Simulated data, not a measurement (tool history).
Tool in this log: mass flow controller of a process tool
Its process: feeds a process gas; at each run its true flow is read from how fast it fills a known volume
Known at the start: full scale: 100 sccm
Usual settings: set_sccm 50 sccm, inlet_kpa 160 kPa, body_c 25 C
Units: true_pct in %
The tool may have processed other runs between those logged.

run,hour,set_sccm,inlet_kpa,body_c,true_pct
1,0.0,50,160,25,97.79
2,67.9,20,160,25,96.17
3,114.7,20,160,37,95.45
4,165.5,50,160,24,97.77
5,213.8,64,160,25,98.17
6,289.3,50,160,25,97.72
7,339.1,50,160,25,97.63
8,435.0,50,160,25,97.63
9,525.0,50,160,25,97.56
10,569.3,50,160,25,97.55
11,664.2,50,160,25,97.47
12,733.2,50,160,25,97.38
13,826.6,50,160,25,97.48
14,895.8,50,160,25,97.32
15,962.7,50,160,25,97.24
16,1020.9,50,160,25,97.17
17,1098.3,50,160,25,97.16
18,1171.8,50,160,25,97.11
19,1233.4,50,160,25,97.21
20,1319.0,50,160,25,97.04
21,1385.5,50,160,25,96.96
22,1476.8,50,160,25,97.20
23,1525.7,50,160,25,96.91
24,1595.8,50,160,25,97.03
25,1686.3,50,160,25,96.92
26,1771.3,10,160,25,91.66
27,1841.9,18,256,23,94.46
28,1912.8,18,256,23,94.42
29,1970.5,11,224,36,91.18
30,2012.3,55,249,24,97.18
31,2081.3,55,249,24,97.10
32,2169.8,55,249,24,97.05
33,2235.5,55,249,24,96.91
34,2305.0,14,160,33,92.09
35,2400.6,68,263,33,96.87
36,2447.2,12,175,22,91.87
37,2518.9,12,175,22,91.54
38,2565.6,29,176,22,95.34
39,2648.8,15,186,23,92.69
40,2718.7,94,170,30,97.56
41,2786.7,50,221,25,96.42
42,2828.9,50,154,25,96.25
43,2909.0,50,154,25,96.22
44,2986.4,73,154,34,96.51
45,3068.8,81,160,25,97.15
46,3114.4,81,160,25,97.21
47,3176.0,17,186,23,92.80

Forecast each of these 3 alternatives for the next run:
A,3258.3,32,148,25,?
B,3258.3,50,160,27,?
C,3258.3,34,186,24,?

run,true_pct
A,94.78
B,95.99
C,95.10
Without the tool's unlogged condition, the same runs would have read:
run,true_pct
A,98.59
B,98.93
C,98.77
